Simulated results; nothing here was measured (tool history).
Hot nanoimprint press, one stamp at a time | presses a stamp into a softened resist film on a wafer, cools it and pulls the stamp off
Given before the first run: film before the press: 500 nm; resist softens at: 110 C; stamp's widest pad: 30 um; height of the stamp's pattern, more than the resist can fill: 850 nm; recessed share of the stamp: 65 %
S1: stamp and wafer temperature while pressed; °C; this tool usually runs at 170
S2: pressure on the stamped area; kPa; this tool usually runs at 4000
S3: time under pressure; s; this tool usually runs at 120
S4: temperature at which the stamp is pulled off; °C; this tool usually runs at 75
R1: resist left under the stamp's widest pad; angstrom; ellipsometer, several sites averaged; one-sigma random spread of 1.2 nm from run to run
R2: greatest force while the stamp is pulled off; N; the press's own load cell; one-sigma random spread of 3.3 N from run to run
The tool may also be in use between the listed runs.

{"run": 1, "hour": 0.0, "S1": 170, "S2": 4000, "S3": 120, "S4": 75, "R1": 2913, "R2": 162}
{"hour": 13.7, "done": "stamp cleaned and given a new release coat"}
{"run": 2, "hour": 93.0, "S1": 170, "S2": 4000, "S3": 120, "S4": 75, "R1": 2925, "R2": 154}
{"run": 3, "hour": 131.9, "S1": 170, "S2": 4000, "S3": 120, "S4": 75, "R1": 2932, "R2": 156}
{"run": 4, "hour": 188.0, "S1": 170, "S2": 4000, "S3": 120, "S4": 75, "R1": 2916, "R2": 157}
{"run": 5, "hour": 226.3, "S1": 170, "S2": 5270, "S3": 120, "S4": 75, "R1": 2603, "R2": 155}
{"hour": 257.7, "done": "press's hydraulic seals changed and the load cell set to zero"}
{"run": 6, "hour": 301.4, "S1": 170, "S2": 5270, "S3": 120, "S4": 75, "R1": 2612, "R2": 163}
{"hour": 347.9, "done": "stamp cleaned and given a new release coat"}
{"run": 7, "hour": 347.9, "S1": 170, "S2": 3250, "S3": 120, "S4": 75, "R1": 3107, "R2": 160}
{"run": 8, "hour": 429.5, "S1": 170, "S2": 3420, "S3": 120, "S4": 75, "R1": 3094, "R2": 162}
{"run": 9, "hour": 486.7, "S1": 170, "S2": 4000, "S3": 120, "S4": 75, "R1": 2902, "R2": 155}
{"run": 10, "hour": 542.1, "S1": 170, "S2": 4000, "S3": 144, "S4": 75, "R1": 2724, "R2": 157}
{"run": 11, "hour": 627.6, "S1": 170, "S2": 4000, "S3": 144, "S4": 67, "R1": 2730, "R2": 173}
{"hour": 637.7, "done": "plate thermocouple calibrated"}
{"hour": 676.5, "done": "stamp cleaned and given a new release coat"}
{"run": 12, "hour": 714.6, "S1": 170, "S2": 4000, "S3": 144, "S4": 67, "R1": 2724, "R2": 164}
{"run": 13, "hour": 776.8, "S1": 170, "S2": 4000, "S3": 120, "S4": 75, "R1": 2892, "R2": 152}
{"run": 14, "hour": 854.3, "S1": 170, "S2": 4000, "S3": 120, "S4": 75, "R1": 2903, "R2": 157}
{"run": 15, "hour": 942.9, "S1": 170, "S2": 4000, "S3": 120, "S4": 75, "R1": 2929, "R2": 155}
{"hour": 1004.2, "done": "stamp cleaned and given a new release coat"}
{"run": 16, "hour": 1017.6, "S1": 170, "S2": 4000, "S3": 120, "S4": 75, "R1": 2885, "R2": 159}
{"run": 17, "hour": 1093.5, "S1": 170, "S2": 4000, "S3": 120, "S4": 75, "R1": 2898, "R2": 158}
{"run": 18, "hour": 1163.3, "S1": 170, "S2": 2410, "S3": 61, "S4": 66, "R1": 3984, "R2": 172}
{"run": 19, "hour": 1245.5, "S1": 170, "S2": 2410, "S3": 61, "S4": 66, "R1": 4023, "R2": 173}
{"run": 20, "hour": 1314.5, "S1": 167, "S2": 3630, "S3": 204, "S4": 69, "R1": 2983, "R2": 173}
{"hour": 1334.6, "done": "stamp cleaned and given a new release coat"}
{"run": 21, "hour": 1411.0, "S1": 167, "S2": 3630, "S3": 204, "S4": 69, "R1": 2983, "R2": 164}
{"hour": 1427.8, "done": "plate thermocouple calibrated"}
{"run": 22, "hour": 1466.9, "S1": 167, "S2": 5420, "S3": 204, "S4": 61, "R1": 2556, "R2": 171}
{"run": 23, "hour": 1515.4, "S1": 176, "S2": 4060, "S3": 120, "S4": 80, "R1": 2061, "R2": 149}
{"run": 24, "hour": 1558.2, "S1": 176, "S2": 4110, "S3": 120, "S4": 80, "R1": 2057, "R2": 155}
{"run": 25, "hour": 1650.9, "S1": 165, "S2": 4800, "S3": 62, "S4": 80, "R1": 4021, "R2": 155}
{"hour": 1664.9, "done": "stamp cleaned and given a new release coat"}
{"run": 26, "hour": 1730.0, "S1": 168, "S2": 2950, "S3": 128, "S4": 76, "R1": 3494, "R2": 161}
{"run": 27, "hour": 1771.0, "S1": 160, "S2": 2950, "S3": 105, "S4": 70, "R1": 4557, "R2": 163}
{"run": 28, "hour": 1810.3, "S1": 169, "S2": 4000, "S3": 78, "S4": 75, "R1": 3427, "R2": 165}
{"run": 29, "hour": 1868.5, "S1": 168, "S2": 4000, "S3": 120, "S4": 80, "R1": 3223, "R2": 148}

Forecast each of these 5 alternatives for the next run:
{"run": "A", "hour": 1919.7, "S1": 168, "S2": 3290, "S3": 162, "S4": 79, "R1": "?", "R2": "?"}
{"run": "B", "hour": 1919.7, "S1": 172, "S2": 4510, "S3": 120, "S4": 75, "R1": "?", "R2": "?"}
{"run": "C", "hour": 1919.7, "S1": 172, "S2": 3330, "S3": 87, "S4": 80, "R1": "?", "R2": "?"}
{"run": "D", "hour": 1919.7, "S1": 168, "S2": 4000, "S3": 161, "S4": 80, "R1": "?", "R2": "?"}
{"run": "E", "hour": 1919.7, "S1": 170, "S2": 4000, "S3": 195, "S4": 71, "R1": "?", "R2": "?"}

run=A R1=3156 R2=154
run=B R1=2472 R2=158
run=C R1=3110 R2=151
run=D R1=2960 R2=159
run=E R1=2462 R2=163
Without the tool's unlogged condition, the same runs would have read:
run=A R1=3157 R2=152
run=B R1=2472 R2=156
run=C R1=3111 R2=149
run=D R1=2961 R2=157
run=E R1=2463 R2=162

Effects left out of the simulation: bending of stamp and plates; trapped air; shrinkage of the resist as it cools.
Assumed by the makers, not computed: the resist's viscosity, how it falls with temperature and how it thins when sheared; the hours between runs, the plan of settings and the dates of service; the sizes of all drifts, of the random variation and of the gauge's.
